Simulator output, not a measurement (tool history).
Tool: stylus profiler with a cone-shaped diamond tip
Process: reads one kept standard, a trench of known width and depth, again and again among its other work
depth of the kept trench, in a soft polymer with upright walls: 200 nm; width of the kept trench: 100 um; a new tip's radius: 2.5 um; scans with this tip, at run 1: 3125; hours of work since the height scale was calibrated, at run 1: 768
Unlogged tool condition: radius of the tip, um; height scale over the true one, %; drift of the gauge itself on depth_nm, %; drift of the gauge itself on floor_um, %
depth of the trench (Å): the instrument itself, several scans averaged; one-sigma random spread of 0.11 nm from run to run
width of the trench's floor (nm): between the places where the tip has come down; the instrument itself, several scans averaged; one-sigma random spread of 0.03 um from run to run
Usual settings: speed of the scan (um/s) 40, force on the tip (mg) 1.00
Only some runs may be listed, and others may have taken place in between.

run	hour	speed of the scan (um/s)	force on the tip (mg)	scans with this tip	hours of work since the height scale was calibrated	depth of the trench (Å)	width of the trench's floor (nm)
1	0.0	40	1.00	3125	768	2018.6	97500
2	16.7	23	1.00	3166	778	2022.4	97640
3	51.0	38	1.00	3250	799	2020.6	97480
4	78.9	138	1.00	3319	816	2021.3	96520
5	100.7	138	1.00	3373	829	2021.3	96520
6	123.3	138	1.00	3429	843	2019.9	96570
7	140.1	40	0.81	3471	853	2015.7	97380
8	174.6	40	0.81	3556	874	2017.9	97470
9	210.5	40	0.81	3644	896	2019.0	97430
10	248.6	40	0.81	3739	919	2019.6	97370
11	267.7	26	1.34	3786	931	2022.3	97590
12	300.6	138	1.98	3867	951	2028.6	96940
# hour 302.7: height scale calibrated on a step standard
13	329.4	138	1.98	3937	16	2031.8	96920
14	359.0	32	0.51	4010	34	2021.8	97380
15	387.0	19	1.00	4079	51	2026.0	97510
16	412.8	14	0.52	4143	67	2022.4	97620
17	450.4	155	2.55	4236	90	2038.9	96910
18	474.4	144	0.88	4295	104	2025.0	96290
# hour 491.4: height scale calibrated on a step standard, once more
19	502.4	144	0.38	4363	7	2008.0	95600
20	528.9	40	0.40	4428	23	2007.1	97180

Some steps in depth of the trench (Å), run to run, broken into two amounts with sign: the step expected even without the hidden condition (settings, incoming material, random variation), and the rest, left for the hidden condition together with whatever gauge scatter is not in both the measured and the hidden-condition-free result:
Run 12 -> 13: height scale calibrated on a step standard. depth of the trench (Å) +3.2: hidden state +4.2, all else -1.0.
Run 16 -> 17: speed of the scan (um/s) 14 -> 155, force on the tip (mg) 0.52 -> 2.55. depth of the trench (Å) +16.5: hidden state +0.4, all else +16.1.
Run 18 -> 19: force on the tip (mg) 0.88 -> 0.38, height scale calibrated on a step standard, once more. depth of the trench (Å) -17.0: hidden state -13.1, all else -3.9.
